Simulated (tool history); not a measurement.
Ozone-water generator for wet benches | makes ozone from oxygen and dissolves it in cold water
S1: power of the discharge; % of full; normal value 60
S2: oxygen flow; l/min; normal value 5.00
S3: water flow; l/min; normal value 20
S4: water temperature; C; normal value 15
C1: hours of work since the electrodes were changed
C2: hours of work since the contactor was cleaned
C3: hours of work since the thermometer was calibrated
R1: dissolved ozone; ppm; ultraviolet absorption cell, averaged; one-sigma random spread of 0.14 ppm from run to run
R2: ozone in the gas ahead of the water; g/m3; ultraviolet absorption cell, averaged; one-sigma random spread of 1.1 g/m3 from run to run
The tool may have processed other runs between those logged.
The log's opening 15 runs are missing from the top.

| run | hour | S1 | S2 | S3 | S4 | C1 | C2 | C3 | R1 | R2 |
|---|---|---|---|---|---|---|---|---|---|---|
| 16 | 328.4 | 98 | 5.00 | 20 | 15 | 1479 | 2071 | 1560 | 24.4 | 276.4 |
| 17 | 348.5 | 60 | 5.00 | 22 | 15 | 1497 | 2090 | 1579 | 15.9 | 197.9 |
| 18 | 376.0 | 76 | 3.58 | 20 | 11 | 1523 | 2116 | 1605 | 21.6 | 286.6 |
| 19 | 389.8 | 100 | 5.38 | 20 | 11 | 1536 | 2129 | 1617 | 26.3 | 266.4 |
| 20 | 405.7 | 100 | 5.38 | 20 | 11 | 1551 | 2144 | 1632 | 25.9 | 265.9 |
| 21 | 437.1 | 100 | 5.38 | 20 | 11 | 1580 | 2173 | 1662 | 26.0 | 265.1 |
| 22 | 452.0 | 47 | 7.48 | 20 | 9 | 1594 | 2187 | 1676 | 15.4 | 124.8 |
| 23 | 469.3 | 47 | 7.48 | 20 | 9 | 1610 | 2203 | 1692 | 15.3 | 125.7 |
| 24 | 500.8 | 47 | 6.14 | 19 | 18 | 1640 | 2232 | 1721 | 14.3 | 142.6 |
| 25 | 526.6 | 75 | 5.00 | 30 | 15 | 1664 | 2256 | 1745 | 13.3 | 226.9 |
| 26 | 539.3 | 67 | 2.76 | 30 | 17 | 1676 | 2268 | 1757 | 11.6 | 312.7 |
|  | 542.6 | gauge calibrated |
| 27 | 559.7 | 67 | 2.76 | 23 | 11 | 1695 | 2287 | 1776 | 16.6 | 321.7 |
| 28 | 576.6 | 90 | 3.70 | 20 | 15 | 1710 | 2303 | 1792 | 23.5 | 319.6 |
| 29 | 601.4 | 80 | 5.00 | 23 | 15 | 1734 | 2326 | 1815 | 18.4 | 242.0 |
| 30 | 622.5 | 60 | 5.00 | 30 | 20 | 1753 | 2346 | 1835 | 10.6 | 198.6 |
| 31 | 647.3 | 60 | 5.00 | 20 | 12 | 1776 | 2369 | 1858 | 18.2 | 198.8 |
| 32 | 670.5 | 60 | 2.70 | 20 | 15 | 1798 | 2391 | 1880 | 17.6 | 301.4 |
| 33 | 698.9 | 95 | 5.00 | 20 | 16 | 1825 | 2417 | 1906 | 23.5 | 272.1 |

4 options for the next run, each taken on its own from the tool as it stands now. Forecast them:
| A | 725.6 | 95 | 8.27 | 28 | 16 | 1850 | 2442 | 1931 | ? | ? |
| B | 725.6 | 95 | 5.00 | 16 | 16 | 1850 | 2442 | 1931 | ? | ? |
| C | 725.6 | 78 | 4.66 | 20 | 16 | 1850 | 2442 | 1931 | ? | ? |
| D | 725.6 | 60 | 6.61 | 20 | 15 | 1850 | 2442 | 1931 | ? | ? |

| run | R1 | R2 |
|---|---|---|
| A | 16.2 | 193.7 |
| B | 29.1 | 272.6 |
| C | 20.7 | 247.9 |
| D | 17.0 | 164.0 |
Take away the tool's hidden state, keep each run's random variation, and the runs would have read:
| run | R1 | R2 |
|---|---|---|
| A | 16.2 | 195.7 |
| B | 29.1 | 275.4 |
| C | 20.7 | 250.4 |
| D | 17.0 | 165.7 |
